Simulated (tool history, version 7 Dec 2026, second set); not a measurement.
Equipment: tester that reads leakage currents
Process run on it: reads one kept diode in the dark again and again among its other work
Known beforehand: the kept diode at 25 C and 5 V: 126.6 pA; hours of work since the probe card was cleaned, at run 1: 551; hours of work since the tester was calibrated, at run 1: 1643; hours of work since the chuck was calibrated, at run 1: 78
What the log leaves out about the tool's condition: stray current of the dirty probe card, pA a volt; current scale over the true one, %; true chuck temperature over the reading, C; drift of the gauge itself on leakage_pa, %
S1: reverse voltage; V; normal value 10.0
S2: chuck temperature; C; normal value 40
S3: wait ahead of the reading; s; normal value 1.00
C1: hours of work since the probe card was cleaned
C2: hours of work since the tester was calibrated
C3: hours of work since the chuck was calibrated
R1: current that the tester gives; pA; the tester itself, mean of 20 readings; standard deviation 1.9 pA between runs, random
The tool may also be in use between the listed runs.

run	hour	S1	S2	S3	C1	C2	C3	R1
1	0.0	10.0	40	1.00	551	1643	78	638.98
2	29.5	10.0	40	0.61	571	1663	97	639.41
3	96.0	10.0	40	1.00	615	1706	141	631.13
4	146.1	10.0	40	1.00	648	1740	174	632.17
5	201.1	10.0	40	1.00	684	1776	211	627.68
6	233.7	10.0	40	1.00	706	1797	232	629.57
7	263.9	10.0	40	1.00	726	1817	252	627.92
8	319.0	10.0	40	1.00	762	1854	289	627.42
9	383.9	10.0	40	1.00	805	1897	331	620.85
10	455.7	10.0	40	1.00	853	1944	379	620.41
11	500.8	10.0	46	1.00	882	1974	409	983.98
12	565.6	10.0	40	1.00	925	2017	451	613.71
13	632.4	10.0	40	1.00	969	2061	496	614.24
14	689.8	10.0	40	1.00	1007	2099	534	610.51
15	727.8	10.0	40	1.00	1032	2124	559	612.60
16	795.0	10.0	40	1.00	1077	2168	603	606.26
17	851.1	10.0	40	1.00	1114	2205	640	606.16
18	908.1	10.0	40	1.00	1151	2243	678	603.18
19	973.1	3.2	40	1.00	1194	2286	721	326.36
20	1018.4	10.0	40	1.00	1224	2316	751	600.49
21	1060.7	10.0	40	1.00	1252	2344	779	602.74
22	1102.5	10.0	40	1.00	1280	2371	806	600.23
23	1170.6	2.1	33	1.92	1325	2416	851	145.14
24	1207.5	6.6	36	0.83	1349	2441	876	346.58
25	1241.1	2.5	45	4.96	1371	2463	898	416.36
26	1289.8	2.5	45	4.96	1404	2495	930	415.86
27	1362.4	2.5	45	4.96	1452	2543	978	414.51
28	1402.5	2.5	45	4.96	1478	2570	1004	412.94
29	1457.8	10.5	40	1.42	1515	2606	1041	601.43
30	1516.6	3.0	40	1.78	1553	2645	1080	304.28
31	1580.6	3.0	26	1.78	1596	2687	1122	95.00
# hour 1627.8: tester calibrated
32	1639.0	6.8	25	8.78	1633	7	1159	137.87
33	1671.4	6.8	25	8.78	1654	29	1181	137.66
34	1737.3	6.8	25	8.78	1698	72	1224	136.85
35	1772.8	8.5	36	0.33	1721	96	1248	401.37
36	1822.3	8.5	36	0.33	1754	129	1280	400.33
37	1882.8	8.5	36	0.33	1794	168	1320	396.60
38	1950.3	3.8	25	7.04	1839	213	1365	99.27
39	1984.1	17.1	27	7.04	1861	235	1387	265.24
# hour 2004.9: chuck's temperature calibrated
40	2031.4	3.8	55	7.04	1891	265	17	1178.91

What if the next run were any one of these 3? Each begins from the tool's condition after run 40:
A	2083.5	4.2	52	1.00	1925	300	52	?
B	2083.5	9.8	43	0.62	1925	300	52	?
C	2083.5	10.0	55	0.57	1925	300	52	?

run	R1
A	993.70
B	803.60
C	1989.59
With no hidden state in the tool, these same runs would have given:
run	R1
A	1009.15
B	814.63
C	2019.49
